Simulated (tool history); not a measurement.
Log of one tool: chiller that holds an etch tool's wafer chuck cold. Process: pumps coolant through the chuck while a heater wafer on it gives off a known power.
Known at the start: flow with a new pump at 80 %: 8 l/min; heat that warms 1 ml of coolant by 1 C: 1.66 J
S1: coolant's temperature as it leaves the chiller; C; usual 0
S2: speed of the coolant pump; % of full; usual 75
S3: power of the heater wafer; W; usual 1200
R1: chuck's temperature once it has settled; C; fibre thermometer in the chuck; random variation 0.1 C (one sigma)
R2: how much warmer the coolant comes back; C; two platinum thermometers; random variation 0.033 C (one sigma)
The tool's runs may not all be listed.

run,hour,S1,S2,S3,R1,R2
1,0.0,0,75,1200,11.7,5.80
2,30.8,-5,75,1200,6.7,5.78
3,58.3,-5,75,1200,6.4,5.78
4,88.6,0,75,1200,11.6,5.87
5,117.8,0,75,1200,11.7,5.83
6,132.7,0,75,1200,11.4,5.81
7,151.8,0,75,1318,12.7,6.40
8,188.2,0,75,1318,12.8,6.38
9,216.2,0,75,1318,12.8,6.37
10,236.8,0,75,1318,12.8,6.37
11,263.7,0,75,1318,12.8,6.44
12,286.8,0,75,1200,11.5,5.82
13,320.2,0,75,1200,11.5,5.73
14,353.6,-3,75,1200,8.5,5.81
15,371.7,-3,75,1200,8.6,5.80
16,394.1,0,75,1200,11.7,5.78
17,415.4,1,98,1200,9.7,4.32
18,450.6,0,64,1225,14.1,7.14
19,482.5,-7,83,952,1.3,4.13
20,508.0,-8,75,985,1.5,4.83
21,542.5,9,90,1200,18.6,4.71
22,566.8,9,90,1200,18.6,4.72
23,595.5,-3,63,1705,16.9,10.02
24,614.0,9,75,621,15.0,3.03
25,629.8,9,75,621,14.9,3.10
26,661.0,0,76,1200,11.4,5.69
27,695.0,0,76,1200,11.5,5.76
28,719.3,0,61,814,9.9,4.96
29,735.9,0,63,1115,13.0,6.62
30,754.7,0,63,1115,13.0,6.57

Forecast run 31:
31,769.9,0,63,1115,?,?

{"run 31": {"R1": 12.9, "R2": 6.52}}
Without the tool's hidden state the same run would have given R1 12.9 C, R2 6.51 C.
